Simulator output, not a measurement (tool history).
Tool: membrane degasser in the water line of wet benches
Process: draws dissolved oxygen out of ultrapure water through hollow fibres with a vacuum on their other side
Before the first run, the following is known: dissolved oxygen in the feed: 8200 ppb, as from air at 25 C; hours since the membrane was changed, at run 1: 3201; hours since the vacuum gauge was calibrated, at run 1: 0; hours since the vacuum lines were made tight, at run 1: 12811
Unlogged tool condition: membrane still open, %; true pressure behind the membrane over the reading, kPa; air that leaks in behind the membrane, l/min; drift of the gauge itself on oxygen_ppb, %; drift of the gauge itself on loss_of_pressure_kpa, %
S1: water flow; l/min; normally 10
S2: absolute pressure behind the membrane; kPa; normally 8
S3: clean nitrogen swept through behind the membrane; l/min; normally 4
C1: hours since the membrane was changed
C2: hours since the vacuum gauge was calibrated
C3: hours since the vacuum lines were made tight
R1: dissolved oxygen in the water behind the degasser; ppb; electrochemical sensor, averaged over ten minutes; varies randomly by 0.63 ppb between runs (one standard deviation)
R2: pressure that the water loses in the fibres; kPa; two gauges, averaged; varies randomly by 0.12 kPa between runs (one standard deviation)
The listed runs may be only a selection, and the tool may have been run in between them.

{"run": 1, "hour": 0.0, "S1": 10, "S2": 8, "S3": 4, "C1": 3201, "C2": 0, "C3": 12811, "R1": 64, "R2": 48.84}
{"run": 2, "hour": 116.0, "S1": 10, "S2": 8, "S3": 4, "C1": 3317, "C2": 116, "C3": 12927, "R1": 65.1, "R2": 49.09}
{"run": 3, "hour": 275.2, "S1": 10, "S2": 7.61, "S3": 4, "C1": 3476, "C2": 275, "C3": 13086, "R1": 61.6, "R2": 49.15}
{"run": 4, "hour": 344.3, "S1": 10, "S2": 7.61, "S3": 4, "C1": 3545, "C2": 344, "C3": 13155, "R1": 61.8, "R2": 48.91}
{"run": 5, "hour": 426.3, "S1": 12, "S2": 7.61, "S3": 4, "C1": 3627, "C2": 426, "C3": 13237, "R1": 97.5, "R2": 58.98}
{"hour": 501.0, "done": "seals of the vacuum lines changed"}
{"run": 6, "hour": 551.4, "S1": 7, "S2": 8, "S3": 4, "C1": 3750, "C2": 549, "C3": 50, "R1": 27.2, "R2": 34.2}
{"run": 7, "hour": 681.0, "S1": 9, "S2": 8.87, "S3": 6.11, "C1": 3880, "C2": 679, "C3": 180, "R1": 41.3, "R2": 43.97}

Run 8, settings as shown, results not yet in. Your forecast:
{"run": 8, "hour": 830.1, "S1": 9, "S2": 8.87, "S3": 6.11, "C1": 4029, "C2": 828, "C3": 329, "R1": "?", "R2": "?"}

{"run 8": {"R1": 41.6, "R2": 44.26}}
The same run, on a tool lacking any hidden state, would have yielded R1 40.1 ppb, R2 43.82 kPa.

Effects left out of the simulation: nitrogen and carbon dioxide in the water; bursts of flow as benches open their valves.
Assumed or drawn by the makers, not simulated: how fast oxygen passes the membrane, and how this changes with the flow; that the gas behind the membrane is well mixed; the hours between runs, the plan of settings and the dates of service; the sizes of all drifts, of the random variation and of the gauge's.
